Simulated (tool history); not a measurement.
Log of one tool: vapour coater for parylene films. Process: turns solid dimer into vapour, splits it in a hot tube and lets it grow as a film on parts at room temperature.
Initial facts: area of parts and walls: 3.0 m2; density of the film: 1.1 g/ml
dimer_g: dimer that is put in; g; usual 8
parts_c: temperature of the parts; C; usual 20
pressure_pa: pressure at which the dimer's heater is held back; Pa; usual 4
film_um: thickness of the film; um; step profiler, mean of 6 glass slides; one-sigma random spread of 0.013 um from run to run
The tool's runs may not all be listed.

run,day,dimer_g,parts_c,pressure_pa,film_um
1,0,8,20,4,1.15
2,0.342,8,20,4.48,1.14
3,0.825,8,20,4.48,1.14
4,1.471,8,20,4.48,1.12
5,1.925,8,20,4.48,1.15
# day 2.538: trap's valve overhauled
6,2.538,8,20,6.53,1.02
7,2.95,8,20,6.53,1.03
8,3.371,8,20,6.53,1.04
9,3.792,8,20,4,1.17
10,4.362,8,20,4,1.17
11,4.925,8,20,4,1.18
12,5.458,8,20,4,1.19
13,5.942,8,20,4,1.17
14,6.362,5,20,4,0.74
15,6.708,5,20,4,0.73
16,7.371,5,20,4,0.73
17,7.908,4,14,4,0.75
18,8.296,8,19,4,1.22
19,8.946,8,22,4,1.08
20,9.588,4,14,4.93,0.73
21,10.233,8,14,4.12,1.47
22,10.579,8,14,4.12,1.49
23,10.921,8,14,4.12,1.47
24,11.45,4,14,8.54,0.61
25,12.108,4,14,8.54,0.62
26,12.475,4,14,8.54,0.64

Predict each of these 4 candidate next runs independently; none follows another, all start after run 26:
A,13.021,3,14,2.81,?
B,13.021,4,17,3.87,?
C,13.021,7,14,6.61,?
D,13.021,9,27,8.54,?

run,film_um
A,0.57
B,0.66
C,1.14
D,0.84
Had the tool no hidden state, the same runs would have come out as:
run,film_um
A,0.57
B,0.66
C,1.14
D,0.84

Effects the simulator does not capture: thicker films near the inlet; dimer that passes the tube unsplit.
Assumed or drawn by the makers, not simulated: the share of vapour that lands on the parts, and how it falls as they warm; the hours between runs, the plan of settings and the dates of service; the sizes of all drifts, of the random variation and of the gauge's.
